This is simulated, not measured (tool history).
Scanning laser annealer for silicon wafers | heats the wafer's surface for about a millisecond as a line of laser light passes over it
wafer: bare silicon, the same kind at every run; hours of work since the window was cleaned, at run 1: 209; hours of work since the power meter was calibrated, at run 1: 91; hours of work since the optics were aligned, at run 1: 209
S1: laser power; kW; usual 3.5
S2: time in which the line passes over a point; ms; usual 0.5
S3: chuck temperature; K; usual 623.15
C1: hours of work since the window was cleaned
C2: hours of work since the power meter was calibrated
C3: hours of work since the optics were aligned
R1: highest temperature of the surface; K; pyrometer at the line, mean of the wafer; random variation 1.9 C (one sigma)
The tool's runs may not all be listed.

Run 1, hour 0: usual settings; C1 209; C2 91; C3 209. Result: R1 1404.15 K.
Run 2, hour 25.1: usual settings but S2 0.424 ms; C1 222; C2 103; C3 222. Result: R1 1340.15 K.
Run 3, hour 38.8: usual settings but S1 3.426 kW; C1 228; C2 110; C3 228. Result: R1 1391.15 K.
Run 4, hour 52: usual settings; C1 235; C2 116; C3 235. Result: R1 1406.15 K.
Run 5, hour 67.6: usual settings; C1 243; C2 124; C3 243. Result: R1 1407.15 K.
Run 6, hour 80: usual settings; C1 249; C2 130; C3 249. Result: R1 1404.15 K.
Run 7, hour 98.6: usual settings; C1 258; C2 140; C3 258. Result: R1 1406.15 K.
Run 8, hour 110.4: usual settings but S2 0.448 ms; C1 264; C2 145; C3 264. Result: R1 1357.15 K.
Run 9, hour 124.6: usual settings but S2 0.448 ms; C1 271; C2 152; C3 271. Result: R1 1360.15 K.
Run 10, hour 146.7: usual settings but S2 0.448 ms; C1 282; C2 163; C3 282. Result: R1 1359.15 K.
At hour 151.2: laser's power meter calibrated.
Run 11, hour 163.4: usual settings but S2 0.448 ms, S3 639.15 K; C1 289; C2 6; C3 289. Result: R1 1373.15 K.
Run 12, hour 177.4: usual settings; C1 296; C2 13; C3 296. Result: R1 1399.15 K.
Run 13, hour 200.4: usual settings; C1 307; C2 24; C3 307. Result: R1 1397.15 K.
At hour 211.5: laser's power meter calibrated, once more.
Run 14, hour 214.9: usual settings but S1 3.641 kW; C1 313; C2 2; C3 313. Result: R1 1432.15 K.
Run 15, hour 229.8: usual settings but S1 3.641 kW, S2 0.463 ms; C1 320; C2 9; C3 320. Result: R1 1403.15 K.
Run 16, hour 247.2: usual settings but S1 3.641 kW, S2 0.463 ms; C1 329; C2 18; C3 329. Result: R1 1399.15 K.
Run 17, hour 261.2: usual settings but S3 597.15 K; C1 336; C2 25; C3 336. Result: R1 1374.15 K.
Run 18, hour 283.9: usual settings but S3 597.15 K; C1 347; C2 36; C3 347. Result: R1 1376.15 K.
Run 19, hour 304.7: usual settings but S3 597.15 K; C1 357; C2 46; C3 357. Result: R1 1374.15 K.
Run 20, hour 319.1: usual settings but S3 597.15 K; C1 364; C2 53; C3 364. Result: R1 1372.15 K.
Run 21, hour 341.1: usual settings but S2 0.4 ms, S3 648.15 K; C1 375; C2 64; C3 375. Result: R1 1339.15 K.
Run 22, hour 358.6: usual settings but S1 3.218 kW, S2 0.368 ms, S3 604.15 K; C1 384; C2 73; C3 384. Result: R1 1203.15 K.
Run 23, hour 374.4: usual settings but S1 3.555 kW, S2 0.611 ms, S3 624.15 K; C1 392; C2 81; C3 392. Result: R1 1499.15 K.
Run 24, hour 385.9: usual settings but S1 3.555 kW, S2 0.611 ms, S3 624.15 K; C1 397; C2 86; C3 397. Result: R1 1493.15 K.
Run 25, hour 404.6: usual settings but S1 3.788 kW, S2 0.539 ms, S3 624.15 K; C1 407; C2 96; C3 407. Result: R1 1500.15 K.
Run 26, hour 428.9: usual settings but S1 3.579 kW, S2 0.539 ms, S3 637.15 K; C1 419; C2 108; C3 419. Result: R1 1457.15 K.
Run 27, hour 445.6: usual settings but S1 3.579 kW, S2 0.604 ms, S3 653.15 K; C1 427; C2 116; C3 427. Result: R1 1526.15 K.
Run 28, hour 467: usual settings but S1 3.548 kW, S2 0.463 ms, S3 655.15 K; C1 437; C2 127; C3 437. Result: R1 1407.15 K.
Run 29, hour 478.7: usual settings but S1 3.023 kW, S2 0.584 ms; C1 443; C2 132; C3 443. Result: R1 1338.15 K.
Run 30, hour 497.7: usual settings but S1 3.548 kW, S2 0.415 ms, S3 662.15 K; C1 453; C2 142; C3 453. Result: R1 1364.15 K.
Run 31, hour 521.1: usual settings but S1 3.548 kW, S2 0.415 ms, S3 662.15 K; C1 464; C2 153; C3 464. Result: R1 1365.15 K.
Run 32, hour 545.8: usual settings but S1 3.548 kW, S2 0.415 ms, S3 662.15 K; C1 476; C2 166; C3 476. Result: R1 1365.15 K.
Run 33, hour 566.4: usual settings but S1 3.116 kW, S2 0.433 ms, S3 586.15 K; C1 487; C2 176; C3 487. Result: R1 1212.15 K.
Run 34, hour 590.8: usual settings but S1 3.131 kW, S2 0.433 ms, S3 593.15 K; C1 499; C2 188; C3 499. Result: R1 1224.15 K.
Run 35, hour 612.3: usual settings but S1 3.347 kW, S2 0.433 ms, S3 593.15 K; C1 509; C2 198; C3 509. Result: R1 1272.15 K.
Run 36, hour 626.7: usual settings but S1 3.107 kW, S2 0.481 ms; C1 517; C2 206; C3 517. Result: R1 1284.15 K.
Run 37, hour 650.7: usual settings but S1 3.107 kW, S2 0.481 ms; C1 528; C2 217; C3 528. Result: R1 1281.15 K.

3 ways to go on from here, each from the tool as it stands after run 37. What would each give?
Run A, hour 673.5: usual settings but S1 3.107 kW, S2 0.481 ms, S3 583.15 K; C1 540; C2 229; C3 540. Result: R1 ?.
Run B, hour 673.5: usual settings but S1 3.013 kW; C1 540; C2 229; C3 540. Result: R1 ?.
Run C, hour 673.5: usual settings but S1 3.406 kW, S2 0.426 ms; C1 540; C2 229; C3 540. Result: R1 ?.

run       R1
  A  1240.15
  B  1274.15
  C  1308.15
Without the tool's hidden state the same runs would have given:
run       R1
  A  1272.15
  B  1306.15
  C  1342.15
